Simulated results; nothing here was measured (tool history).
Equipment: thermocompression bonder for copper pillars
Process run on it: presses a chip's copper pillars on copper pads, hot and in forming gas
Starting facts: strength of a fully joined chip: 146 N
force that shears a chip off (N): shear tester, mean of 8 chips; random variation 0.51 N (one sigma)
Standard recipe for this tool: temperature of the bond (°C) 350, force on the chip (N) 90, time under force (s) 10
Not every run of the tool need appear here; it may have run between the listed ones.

| run | day | temperature of the bond (°C) | force on the chip (N) | time under force (s) | force that shears a chip off (N) |
|---|---|---|---|---|---|
| 1 | 0.000 | 350 | 90 | 10 | 75.4 |
| 2 | 1.217 | 350 | 90 | 10 | 75.9 |
| 3 | 2.404 | 350 | 79 | 10 | 69.1 |
| 4 | 4.392 | 350 | 79 | 10 | 68.1 |
| 5 | 6.612 | 350 | 79 | 10 | 68.2 |
| 6 | 8.046 | 350 | 90 | 10 | 75.5 |
| 7 | 9.621 | 350 | 90 | 10 | 75.3 |
| 8 | 11.254 | 350 | 90 | 10 | 75.5 |
| 9 | 13.092 | 350 | 84 | 10 | 71.8 |
| 10 | 14.075 | 350 | 90 | 6 | 63.2 |
| 11 | 15.912 | 350 | 90 | 10 | 75.6 |
| 12 | 16.946 | 350 | 90 | 23 | 97.8 |
| 13 | 18.296 | 350 | 90 | 23 | 96.4 |
| 14 | 20.704 | 350 | 57 | 10 | 53.1 |
| 15 | 22.342 | 350 | 90 | 16 | 87.6 |
| 16 | 23.329 | 350 | 90 | 16 | 88.6 |
| 17 | 24.633 | 350 | 130 | 16 | 109.1 |
| 18 | 25.633 | 350 | 130 | 16 | 107.4 |
| 19 | 27.550 | 350 | 130 | 16 | 109.2 |
| 20 | 29.004 | 334 | 90 | 10 | 65.7 |
| 21 | 30.979 | 371 | 90 | 10 | 88.9 |
| 22 | 32.079 | 359 | 90 | 25 | 104.9 |
| 23 | 33.321 | 359 | 90 | 25 | 105.4 |
| 24 | 34.708 | 379 | 57 | 11 | 68.9 |
| 25 | 36.783 | 379 | 57 | 14 | 76.2 |
| 26 | 38.121 | 379 | 62 | 14 | 81.2 |
| 27 | 40.025 | 342 | 114 | 14 | 92.4 |
| 28 | 41.654 | 342 | 76 | 24 | 84.0 |
| 29 | 43.217 | 321 | 65 | 15 | 52.2 |
| 30 | 45.617 | 321 | 65 | 15 | 52.1 |
| 31 | 48.033 | 334 | 73 | 9 | 53.7 |
| 32 | 49.212 | 334 | 73 | 9 | 53.2 |
| 33 | 50.296 | 350 | 69 | 13 | 68.1 |
| 34 | 51.933 | 350 | 90 | 5 | 58.9 |
| 35 | 52.925 | 332 | 58 | 10 | 45.4 |
| 36 | 53.958 | 353 | 87 | 10 | 75.3 |
| 37 | 55.162 | 361 | 87 | 7 | 71.1 |
| 38 | 56.150 | 376 | 67 | 8 | 69.5 |
| 39 | 57.588 | 336 | 65 | 15 | 60.9 |

Missing from the log above: 2 entries noted between runs. For each, name the pair of listed runs it sits between and say how the tool's hidden condition differs from the listed run just before to the listed run just after:
From run 5 to run 6: forming gas filter changed (day 7.729)
  oxide that the forming gas leaves, % of the face: 0.58 -> 0.5
From run 32 to run 33: forming gas filter changed (day 49.633)
  oxide that the forming gas leaves, % of the face: 0.59 -> 0.5
